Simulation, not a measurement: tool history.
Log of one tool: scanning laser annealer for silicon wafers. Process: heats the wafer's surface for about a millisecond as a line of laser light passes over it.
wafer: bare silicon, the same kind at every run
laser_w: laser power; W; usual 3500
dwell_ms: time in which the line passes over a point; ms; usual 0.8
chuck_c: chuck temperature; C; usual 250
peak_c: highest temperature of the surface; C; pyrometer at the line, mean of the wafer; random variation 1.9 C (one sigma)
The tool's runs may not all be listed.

{"run": 1, "hour": 0.0, "laser_w": 3500, "dwell_ms": 0.8, "chuck_c": 250, "peak_c": 1077}
{"run": 2, "hour": 10.7, "laser_w": 3500, "dwell_ms": 0.8, "chuck_c": 250, "peak_c": 1078}
{"run": 3, "hour": 27.0, "laser_w": 3500, "dwell_ms": 0.8, "chuck_c": 250, "peak_c": 1077}
{"run": 4, "hour": 35.9, "laser_w": 3500, "dwell_ms": 0.8, "chuck_c": 250, "peak_c": 1076}
{"run": 5, "hour": 56.1, "laser_w": 3500, "dwell_ms": 0.8, "chuck_c": 226, "peak_c": 1054}
{"run": 6, "hour": 70.3, "laser_w": 3500, "dwell_ms": 0.8, "chuck_c": 267, "peak_c": 1095}
{"run": 7, "hour": 91.8, "laser_w": 3500, "dwell_ms": 0.852, "chuck_c": 250, "peak_c": 1096}
{"run": 8, "hour": 109.0, "laser_w": 3500, "dwell_ms": 0.852, "chuck_c": 250, "peak_c": 1094}
{"hour": 113.0, "done": "laser's power meter calibrated"}
{"run": 9, "hour": 125.6, "laser_w": 3841, "dwell_ms": 0.941, "chuck_c": 248, "peak_c": 1246}
{"run": 10, "hour": 143.9, "laser_w": 3841, "dwell_ms": 0.941, "chuck_c": 248, "peak_c": 1252}
{"run": 11, "hour": 152.8, "laser_w": 3303, "dwell_ms": 0.8, "chuck_c": 236, "peak_c": 995}
{"run": 12, "hour": 171.9, "laser_w": 3500, "dwell_ms": 0.737, "chuck_c": 250, "peak_c": 1041}
{"run": 13, "hour": 181.7, "laser_w": 3500, "dwell_ms": 0.751, "chuck_c": 245, "peak_c": 1042}
{"run": 14, "hour": 202.8, "laser_w": 3500, "dwell_ms": 0.751, "chuck_c": 245, "peak_c": 1040}
{"hour": 225.2, "done": "laser's power meter calibrated, once more"}
{"run": 15, "hour": 225.2, "laser_w": 3500, "dwell_ms": 0.751, "chuck_c": 245, "peak_c": 1041}

Some steps in peak_c between neighbouring runs. How much of each would the tool show without its hidden state too (settings, what came in, random variation), and how much is left for the hidden state, with any gauge scatter that isn't in both results?
The hidden state here: light that passes the window, % of a clean one's; laser's true power over the reading, %; width of the line over the set one, %; drift of the gauge itself on peak_c, C.
Run 10 -> 11: laser_w 3841 -> 3303, dwell_ms 0.941 -> 0.8, chuck_c 248 -> 236. peak_c -257 C: hidden state +6, all else -263.

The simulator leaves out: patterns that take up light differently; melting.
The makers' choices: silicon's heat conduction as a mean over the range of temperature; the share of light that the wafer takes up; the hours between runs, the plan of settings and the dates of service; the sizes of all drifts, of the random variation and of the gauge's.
